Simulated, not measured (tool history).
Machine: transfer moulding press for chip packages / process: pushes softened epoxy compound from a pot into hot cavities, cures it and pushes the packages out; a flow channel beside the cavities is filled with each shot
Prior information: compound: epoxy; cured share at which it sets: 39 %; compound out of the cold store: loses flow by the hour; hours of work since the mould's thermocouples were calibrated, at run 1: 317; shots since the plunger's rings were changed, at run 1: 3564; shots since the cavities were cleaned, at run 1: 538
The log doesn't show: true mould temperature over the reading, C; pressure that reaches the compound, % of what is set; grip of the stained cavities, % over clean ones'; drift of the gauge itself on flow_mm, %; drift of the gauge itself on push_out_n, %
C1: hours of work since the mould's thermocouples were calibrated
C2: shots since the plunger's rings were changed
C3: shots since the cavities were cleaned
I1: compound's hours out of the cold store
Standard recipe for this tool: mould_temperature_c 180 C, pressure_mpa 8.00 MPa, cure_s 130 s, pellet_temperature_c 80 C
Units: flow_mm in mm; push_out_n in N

run 1 day=0.000 | mould_temperature_c=180 pressure_mpa=8.00 cure_s=130 pellet_temperature_c=80 | C1=317 C2=3564 C3=538 | I1=28.2 | flow_mm=739 push_out_n=703
run 2 day=0.379 | mould_temperature_c=180 pressure_mpa=8.00 cure_s=130 pellet_temperature_c=80 | C1=323 C2=3653 C3=627 | I1=47.4 | flow_mm=678 push_out_n=715
-- day=0.542 cavities cleaned with cleaning compound and waxed
run 3 day=0.892 | mould_temperature_c=180 pressure_mpa=9.44 cure_s=130 pellet_temperature_c=80 | C1=331 C2=3759 C3=82 | I1=40.3 | flow_mm=764 push_out_n=515
run 4 day=1.542 | mould_temperature_c=183 pressure_mpa=8.00 cure_s=130 pellet_temperature_c=80 | C1=341 C2=3911 C3=234 | I1=10.4 | flow_mm=792 push_out_n=518
run 5 day=2.079 | mould_temperature_c=180 pressure_mpa=8.00 cure_s=168 pellet_temperature_c=80 | C1=349 C2=4037 C3=360 | I1=15.5 | flow_mm=772 push_out_n=548
run 6 day=2.379 | mould_temperature_c=180 pressure_mpa=8.00 cure_s=139 pellet_temperature_c=80 | C1=354 C2=4108 C3=431 | I1=33.7 | flow_mm=721 push_out_n=619
run 7 day=2.750 | mould_temperature_c=180 pressure_mpa=8.00 cure_s=139 pellet_temperature_c=89 | C1=360 C2=4194 C3=517 | I1=10.9 | flow_mm=796 push_out_n=648
run 8 day=3.125 | mould_temperature_c=180 pressure_mpa=8.00 cure_s=139 pellet_temperature_c=89 | C1=366 C2=4282 C3=605 | I1=14.1 | flow_mm=774 push_out_n=688
-- day=3.408 cavities cleaned with cleaning compound and waxed
run 9 day=3.688 | mould_temperature_c=180 pressure_mpa=8.00 cure_s=139 pellet_temperature_c=89 | C1=374 C2=4399 C3=65 | I1=34.2 | flow_mm=719 push_out_n=498
run 10 day=4.046 | mould_temperature_c=180 pressure_mpa=8.00 cure_s=139 pellet_temperature_c=89 | C1=380 C2=4484 C3=150 | I1=14.5 | flow_mm=779 push_out_n=545
run 11 day=4.550 | mould_temperature_c=180 pressure_mpa=8.00 cure_s=130 pellet_temperature_c=80 | C1=388 C2=4602 C3=268 | I1=12.5 | flow_mm=788 push_out_n=623
run 12 day=5.204 | mould_temperature_c=180 pressure_mpa=8.00 cure_s=130 pellet_temperature_c=80 | C1=398 C2=4756 C3=422 | I1=13.3 | flow_mm=783 push_out_n=711
run 13 day=5.912 | mould_temperature_c=180 pressure_mpa=8.00 cure_s=130 pellet_temperature_c=80 | C1=409 C2=4922 C3=588 | I1=32.4 | flow_mm=713 push_out_n=721
-- day=6.246 cavities cleaned with cleaning compound and waxed
run 14 day=6.675 | mould_temperature_c=180 pressure_mpa=8.00 cure_s=130 pellet_temperature_c=80 | C1=420 C2=5087 C3=102 | I1=24.1 | flow_mm=739 push_out_n=556
run 15 day=6.983 | mould_temperature_c=180 pressure_mpa=8.00 cure_s=157 pellet_temperature_c=80 | C1=425 C2=5158 C3=173 | I1=47.6 | flow_mm=668 push_out_n=490
run 16 day=7.450 | mould_temperature_c=178 pressure_mpa=8.00 cure_s=144 pellet_temperature_c=89 | C1=433 C2=5268 C3=283 | I1=9.3 | flow_mm=794 push_out_n=631
run 17 day=8.092 | mould_temperature_c=180 pressure_mpa=7.35 cure_s=137 pellet_temperature_c=80 | C1=443 C2=5418 C3=433 | I1=44.9 | flow_mm=644 push_out_n=628
run 18 day=8.408 | mould_temperature_c=174 pressure_mpa=8.00 cure_s=130 pellet_temperature_c=70 | C1=448 C2=5493 C3=508 | I1=37.5 | flow_mm=714 push_out_n=1006
run 19 day=8.858 | mould_temperature_c=180 pressure_mpa=8.00 cure_s=144 pellet_temperature_c=80 | C1=455 C2=5599 C3=614 | I1=18.7 | flow_mm=753 push_out_n=655
-- day=9.088 cavities cleaned with cleaning compound and waxed
run 20 day=9.225 | mould_temperature_c=185 pressure_mpa=8.73 cure_s=139 pellet_temperature_c=88 | C1=460 C2=5670 C3=32 | I1=8.3 | flow_mm=804 push_out_n=408
run 21 day=9.879 | mould_temperature_c=187 pressure_mpa=8.00 cure_s=130 pellet_temperature_c=84 | C1=470 C2=5824 C3=186 | I1=30.8 | flow_mm=693 push_out_n=492
run 22 day=10.238 | mould_temperature_c=180 pressure_mpa=6.06 cure_s=130 pellet_temperature_c=86 | C1=476 C2=5907 C3=269 | I1=9.2 | flow_mm=682 push_out_n=644
run 23 day=10.704 | mould_temperature_c=180 pressure_mpa=6.06 cure_s=130 pellet_temperature_c=86 | C1=483 C2=6017 C3=379 | I1=29.6 | flow_mm=618 push_out_n=675
run 24 day=11.412 | mould_temperature_c=180 pressure_mpa=8.00 cure_s=145 pellet_temperature_c=80 | C1=495 C2=6183 C3=545 | I1=15.0 | flow_mm=758 push_out_n=637
run 25 day=11.812 | mould_temperature_c=182 pressure_mpa=8.52 cure_s=164 pellet_temperature_c=88 | C1=501 C2=6277 C3=639 | I1=45.0 | flow_mm=680 push_out_n=586
-- day=11.908 cavities cleaned with cleaning compound and waxed
run 26 day=12.521 | mould_temperature_c=182 pressure_mpa=8.52 cure_s=164 pellet_temperature_c=88 | C1=511 C2=6428 C3=143 | I1=28.1 | flow_mm=729 push_out_n=443
run 27 day=13.058 | mould_temperature_c=180 pressure_mpa=8.00 cure_s=157 pellet_temperature_c=80 | C1=520 C2=6555 C3=270 | I1=47.8 | flow_mm=653 push_out_n=533
-- day=13.321 plunger's sealing rings changed
run 28 day=13.896 | mould_temperature_c=179 pressure_mpa=7.84 cure_s=130 pellet_temperature_c=80 | C1=531 C2=135 C3=442 | I1=27.6 | flow_mm=772 push_out_n=726

Forecast each of these 3 alternatives for the next run:
run A day=14.525 | mould_temperature_c=185 pressure_mpa=8.00 cure_s=130 pellet_temperature_c=80 | C1=541 C2=283 C3=590 | I1=13.5 | flow_mm=? push_out_n=?
run B day=14.525 | mould_temperature_c=180 pressure_mpa=7.31 cure_s=130 pellet_temperature_c=80 | C1=541 C2=283 C3=590 | I1=36.9 | flow_mm=? push_out_n=?
run C day=14.525 | mould_temperature_c=180 pressure_mpa=8.50 cure_s=130 pellet_temperature_c=80 | C1=541 C2=283 C3=590 | I1=12.7 | flow_mm=? push_out_n=?

run=A flow_mm=814 push_out_n=631
run=B flow_mm=715 push_out_n=742
run=C flow_mm=856 push_out_n=763
What these runs would have given with no unlogged condition in the tool:
run=A flow_mm=815 push_out_n=405
run=B flow_mm=717 push_out_n=470
run=C flow_mm=857 push_out_n=480
